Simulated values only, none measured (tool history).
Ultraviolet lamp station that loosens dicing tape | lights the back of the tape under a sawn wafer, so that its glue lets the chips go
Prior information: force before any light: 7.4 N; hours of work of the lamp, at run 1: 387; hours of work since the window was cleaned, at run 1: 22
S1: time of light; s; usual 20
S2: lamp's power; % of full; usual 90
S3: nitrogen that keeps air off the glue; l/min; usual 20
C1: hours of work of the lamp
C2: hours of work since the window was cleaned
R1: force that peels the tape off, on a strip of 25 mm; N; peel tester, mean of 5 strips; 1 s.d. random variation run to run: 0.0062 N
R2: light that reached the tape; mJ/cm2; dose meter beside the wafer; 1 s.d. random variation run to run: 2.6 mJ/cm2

| run | hour | S1 | S2 | S3 | C1 | C2 | R1 | R2 |
|---|---|---|---|---|---|---|---|---|
| 1 | 0.0 | 20 | 90 | 20 | 387 | 22 | 0.235 | 298 |
| 2 | 10.3 | 20 | 90 | 20 | 395 | 30 | 0.226 | 304 |
| 3 | 24.1 | 20 | 90 | 20 | 405 | 41 | 0.247 | 297 |
| 4 | 41.0 | 20 | 90 | 20 | 419 | 54 | 0.236 | 297 |
| 5 | 53.3 | 20 | 90 | 20 | 428 | 63 | 0.244 | 297 |
| 6 | 67.6 | 38 | 90 | 20 | 439 | 74 | 0.068 | 563 |
| 7 | 86.0 | 38 | 90 | 20 | 454 | 89 | 0.056 | 562 |
| 8 | 102.2 | 38 | 90 | 20 | 466 | 101 | 0.053 | 563 |
| 9 | 120.0 | 38 | 90 | 20 | 480 | 115 | 0.064 | 560 |
| 10 | 132.0 | 38 | 90 | 20 | 489 | 124 | 0.070 | 554 |
| 11 | 144.1 | 38 | 90 | 20 | 499 | 134 | 0.062 | 555 |
| 12 | 160.7 | 38 | 88 | 20 | 512 | 147 | 0.065 | 538 |
| 13 | 171.5 | 12 | 88 | 20 | 520 | 155 | 0.960 | 168 |
| 14 | 188.4 | 12 | 88 | 20 | 533 | 168 | 0.950 | 174 |
| 15 | 198.5 | 12 | 88 | 20 | 541 | 176 | 0.971 | 169 |
| 16 | 212.0 | 12 | 88 | 20 | 551 | 187 | 0.965 | 168 |
| 17 | 221.5 | 12 | 88 | 20 | 559 | 194 | 0.978 | 167 |
| 18 | 233.3 | 12 | 88 | 20 | 568 | 203 | 0.958 | 167 |
| 19 | 244.1 | 20 | 95 | 20 | 576 | 211 | 0.230 | 300 |
|  | 246.1 | window cleaned of glue's vapour |
| 20 | 262.4 | 20 | 95 | 20 | 590 | 13 | 0.249 | 300 |
| 21 | 270.6 | 20 | 90 | 24 | 597 | 19 | 0.242 | 280 |
| 22 | 287.8 | 20 | 97 | 7 | 610 | 32 | 0.527 | 303 |
| 23 | 306.1 | 15 | 97 | 13 | 624 | 47 | 0.665 | 227 |
| 24 | 315.4 | 18 | 90 | 22 | 631 | 54 | 0.370 | 250 |
|  | 325.2 | window cleaned of glue's vapour, once more |
| 25 | 332.6 | 10 | 79 | 7 | 644 | 6 | 2.264 | 128 |
| 26 | 346.0 | 38 | 84 | 8 | 655 | 16 | 0.102 | 518 |
| 27 | 358.4 | 13 | 90 | 30 | 664 | 26 | 0.624 | 189 |
| 28 | 370.9 | 29 | 62 | 34 | 674 | 36 | 0.189 | 288 |
| 29 | 379.0 | 20 | 94 | 20 | 680 | 42 | 0.228 | 299 |
| 30 | 391.9 | 26 | 83 | 20 | 690 | 52 | 0.163 | 345 |
| 31 | 403.3 | 25 | 90 | 20 | 699 | 61 | 0.139 | 361 |
| 32 | 420.5 | 33 | 90 | 26 | 713 | 74 | 0.067 | 474 |
| 33 | 434.6 | 14 | 63 | 23 | 724 | 85 | 1.282 | 136 |
| 34 | 452.9 | 20 | 96 | 20 | 738 | 99 | 0.235 | 302 |
| 35 | 470.0 | 31 | 91 | 6 | 751 | 112 | 0.211 | 444 |
| 36 | 477.8 | 20 | 90 | 8 | 757 | 119 | 0.548 | 278 |
| 37 | 487.8 | 20 | 90 | 8 | 765 | 126 | 0.578 | 280 |
| 38 | 505.4 | 28 | 80 | 27 | 779 | 140 | 0.135 | 350 |
| 39 | 520.2 | 28 | 80 | 27 | 790 | 151 | 0.138 | 352 |
| 40 | 537.1 | 28 | 90 | 31 | 803 | 165 | 0.089 | 388 |
| 41 | 546.1 | 27 | 90 | 13 | 810 | 172 | 0.171 | 374 |
| 42 | 559.9 | 27 | 90 | 13 | 821 | 182 | 0.173 | 371 |

Hidden state at the last listed run before each entry between runs and at the first one after, where it differs:
Runs 19 to 20: window cleaned of glue's vapour (hour 246.1)
  lamp's light, % of a new lamp's: 90.5 -> 90.3; light that the window lets through, % of a clean one's: 96.8 -> 96
  measured less the result without the state, R1: +0.071 -> +0.082 N; R2: -43 -> -46 mJ/cm2
Runs 24 to 25: window cleaned of glue's vapour, once more (hour 325.2)
  lamp's light, % of a new lamp's: 89.7 -> 89.5; light that the window lets through, % of a clean one's: 95.5 -> 99.8
  measured less the result without the state, R1: +0.129 -> +0.288 N; R2: -42 -> -15 mJ/cm2
